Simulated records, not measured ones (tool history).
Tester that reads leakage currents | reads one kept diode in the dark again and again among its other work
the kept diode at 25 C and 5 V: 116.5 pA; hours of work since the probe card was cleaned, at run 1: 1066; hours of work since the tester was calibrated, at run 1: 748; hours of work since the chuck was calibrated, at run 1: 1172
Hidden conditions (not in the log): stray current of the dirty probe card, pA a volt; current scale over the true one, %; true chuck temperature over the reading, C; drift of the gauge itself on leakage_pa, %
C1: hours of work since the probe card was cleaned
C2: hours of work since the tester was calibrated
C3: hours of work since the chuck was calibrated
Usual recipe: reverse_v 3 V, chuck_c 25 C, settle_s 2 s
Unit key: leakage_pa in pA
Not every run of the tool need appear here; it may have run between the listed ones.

{"run": 1, "hour": 0.0, "reverse_v": 3, "chuck_c": 25, "settle_s": 2, "C1": 1066, "C2": 748, "C3": 1172, "leakage_pa": 114.07}
{"run": 2, "hour": 108.1, "reverse_v": 3, "chuck_c": 25, "settle_s": 2, "C1": 1111, "C2": 793, "C3": 1217, "leakage_pa": 113.94}
{"run": 3, "hour": 212.4, "reverse_v": 3, "chuck_c": 25, "settle_s": 2, "C1": 1154, "C2": 836, "C3": 1260, "leakage_pa": 114.56}
{"run": 4, "hour": 318.0, "reverse_v": 3, "chuck_c": 25, "settle_s": 2, "C1": 1198, "C2": 880, "C3": 1304, "leakage_pa": 115.68}
{"run": 5, "hour": 467.7, "reverse_v": 3, "chuck_c": 39, "settle_s": 2, "C1": 1260, "C2": 942, "C3": 1366, "leakage_pa": 393.5}
{"run": 6, "hour": 607.1, "reverse_v": 3, "chuck_c": 39, "settle_s": 2, "C1": 1317, "C2": 1000, "C3": 1423, "leakage_pa": 396.75}
{"run": 7, "hour": 763.9, "reverse_v": 3, "chuck_c": 25, "settle_s": 2, "C1": 1382, "C2": 1065, "C3": 1488, "leakage_pa": 118.12}
{"run": 8, "hour": 932.0, "reverse_v": 3, "chuck_c": 25, "settle_s": 2, "C1": 1452, "C2": 1134, "C3": 1558, "leakage_pa": 118.59}
{"run": 9, "hour": 1020.2, "reverse_v": 3, "chuck_c": 20, "settle_s": 2, "C1": 1489, "C2": 1171, "C3": 1595, "leakage_pa": 76.67}
{"run": 10, "hour": 1185.4, "reverse_v": 3.28, "chuck_c": 25, "settle_s": 2, "C1": 1557, "C2": 1239, "C3": 1663, "leakage_pa": 123.51}
{"run": 11, "hour": 1310.7, "reverse_v": 3.28, "chuck_c": 25, "settle_s": 2, "C1": 1609, "C2": 1291, "C3": 1715, "leakage_pa": 125.29}
{"run": 12, "hour": 1500.3, "reverse_v": 1.71, "chuck_c": 25, "settle_s": 2, "C1": 1688, "C2": 1370, "C3": 1794, "leakage_pa": 99.44}
{"run": 13, "hour": 1673.5, "reverse_v": 1.71, "chuck_c": 25, "settle_s": 2, "C1": 1759, "C2": 1442, "C3": 1865, "leakage_pa": 99.88}
{"hour": 1735.5, "done": "chuck's temperature calibrated"}
{"run": 14, "hour": 1847.1, "reverse_v": 1.71, "chuck_c": 25, "settle_s": 2, "C1": 1831, "C2": 1513, "C3": 46, "leakage_pa": 85.66}
{"run": 15, "hour": 1936.4, "reverse_v": 1.71, "chuck_c": 25, "settle_s": 2, "C1": 1868, "C2": 1550, "C3": 83, "leakage_pa": 85.83}
{"hour": 2082.6, "done": "probe card cleaned and baked"}
{"run": 16, "hour": 2086.3, "reverse_v": 1.71, "chuck_c": 25, "settle_s": 2, "C1": 2, "C2": 1611, "C3": 144, "leakage_pa": 82.66}
{"run": 17, "hour": 2168.1, "reverse_v": 3, "chuck_c": 25, "settle_s": 2.01, "C1": 35, "C2": 1645, "C3": 178, "leakage_pa": 100.04}
{"run": 18, "hour": 2317.3, "reverse_v": 3, "chuck_c": 25, "settle_s": 2.01, "C1": 97, "C2": 1707, "C3": 240, "leakage_pa": 101.43}
{"run": 19, "hour": 2458.6, "reverse_v": 3, "chuck_c": 25, "settle_s": 2.01, "C1": 156, "C2": 1765, "C3": 299, "leakage_pa": 101.94}
{"run": 20, "hour": 2573.9, "reverse_v": 3, "chuck_c": 25, "settle_s": 2.01, "C1": 204, "C2": 1813, "C3": 346, "leakage_pa": 101.78}
{"run": 21, "hour": 2693.7, "reverse_v": 13.92, "chuck_c": 29, "settle_s": 2.2, "C1": 253, "C2": 1863, "C3": 396, "leakage_pa": 252.05}
{"run": 22, "hour": 2772.7, "reverse_v": 18.52, "chuck_c": 29, "settle_s": 9.93, "C1": 286, "C2": 1895, "C3": 429, "leakage_pa": 277.22}
{"run": 23, "hour": 2918.5, "reverse_v": 1.23, "chuck_c": 25, "settle_s": 0.32, "C1": 347, "C2": 1956, "C3": 489, "leakage_pa": 77.51}
{"run": 24, "hour": 3069.8, "reverse_v": 3.3, "chuck_c": 25, "settle_s": 6.1, "C1": 409, "C2": 2019, "C3": 552, "leakage_pa": 108.16}
{"run": 25, "hour": 3189.7, "reverse_v": 3.3, "chuck_c": 25, "settle_s": 6.1, "C1": 459, "C2": 2068, "C3": 602, "leakage_pa": 108.29}
{"run": 26, "hour": 3334.6, "reverse_v": 3.3, "chuck_c": 25, "settle_s": 6.1, "C1": 519, "C2": 2128, "C3": 662, "leakage_pa": 108.53}
{"run": 27, "hour": 3500.6, "reverse_v": 3, "chuck_c": 25, "settle_s": 2.71, "C1": 588, "C2": 2197, "C3": 730, "leakage_pa": 106.85}
{"run": 28, "hour": 3610.1, "reverse_v": 2.01, "chuck_c": 23, "settle_s": 2, "C1": 633, "C2": 2242, "C3": 776, "leakage_pa": 78.83}
{"run": 29, "hour": 3749.6, "reverse_v": 2.01, "chuck_c": 31, "settle_s": 0.39, "C1": 691, "C2": 2300, "C3": 834, "leakage_pa": 163.46}
{"run": 30, "hour": 3826.6, "reverse_v": 8.77, "chuck_c": 25, "settle_s": 2.07, "C1": 723, "C2": 2332, "C3": 866, "leakage_pa": 159.42}
{"run": 31, "hour": 4001.2, "reverse_v": 8.77, "chuck_c": 25, "settle_s": 2.07, "C1": 795, "C2": 2405, "C3": 938, "leakage_pa": 161.99}
{"run": 32, "hour": 4136.7, "reverse_v": 3, "chuck_c": 25, "settle_s": 5.92, "C1": 852, "C2": 2461, "C3": 994, "leakage_pa": 110.62}
{"run": 33, "hour": 4314.0, "reverse_v": 3, "chuck_c": 25, "settle_s": 5.92, "C1": 925, "C2": 2534, "C3": 1068, "leakage_pa": 111.47}
{"run": 34, "hour": 4391.0, "reverse_v": 3, "chuck_c": 36, "settle_s": 1.43, "C1": 957, "C2": 2566, "C3": 1100, "leakage_pa": 295.31}
{"run": 35, "hour": 4494.5, "reverse_v": 3, "chuck_c": 36, "settle_s": 1.43, "C1": 1000, "C2": 2609, "C3": 1143, "leakage_pa": 297.32}
{"run": 36, "hour": 4648.2, "reverse_v": 3, "chuck_c": 36, "settle_s": 1.43, "C1": 1064, "C2": 2673, "C3": 1206, "leakage_pa": 300.77}
{"run": 37, "hour": 4770.8, "reverse_v": 3, "chuck_c": 25, "settle_s": 1.14, "C1": 1114, "C2": 2724, "C3": 1257, "leakage_pa": 113.97}
{"run": 38, "hour": 4901.4, "reverse_v": 3, "chuck_c": 25, "settle_s": 1.14, "C1": 1169, "C2": 2778, "C3": 1311, "leakage_pa": 115.66}
{"run": 39, "hour": 5017.8, "reverse_v": 3, "chuck_c": 25, "settle_s": 1.14, "C1": 1217, "C2": 2826, "C3": 1359, "leakage_pa": 115.29}

Branching from run 39: 5 alternative next runs. What would each branch give?
{"run": "A", "hour": 5191.9, "reverse_v": 3, "chuck_c": 37, "settle_s": 0.49, "C1": 1289, "C2": 2898, "C3": 1432, "leakage_pa": "?"}
{"run": "B", "hour": 5191.9, "reverse_v": 10.19, "chuck_c": 57, "settle_s": 9.9, "C1": 1289, "C2": 2898, "C3": 1432, "leakage_pa": "?"}
{"run": "C", "hour": 5191.9, "reverse_v": 3.78, "chuck_c": 44, "settle_s": 5.56, "C1": 1289, "C2": 2898, "C3": 1432, "leakage_pa": "?"}
{"run": "D", "hour": 5191.9, "reverse_v": 3, "chuck_c": 25, "settle_s": 1.69, "C1": 1289, "C2": 2898, "C3": 1432, "leakage_pa": "?"}
{"run": "E", "hour": 5191.9, "reverse_v": 3, "chuck_c": 55, "settle_s": 1.14, "C1": 1289, "C2": 2898, "C3": 1432, "leakage_pa": "?"}

run=A leakage_pa=334.73
run=B leakage_pa=2543.14
run=C leakage_pa=644.56
run=D leakage_pa=116.2
run=E leakage_pa=1438.49
Stripped of hidden state, with their random variation kept, the same runs would have yielded:
run=A leakage_pa=294.54
run=B leakage_pa=2281.6
run=C leakage_pa=572.27
run=D leakage_pa=98.64
run=E leakage_pa=1293.24

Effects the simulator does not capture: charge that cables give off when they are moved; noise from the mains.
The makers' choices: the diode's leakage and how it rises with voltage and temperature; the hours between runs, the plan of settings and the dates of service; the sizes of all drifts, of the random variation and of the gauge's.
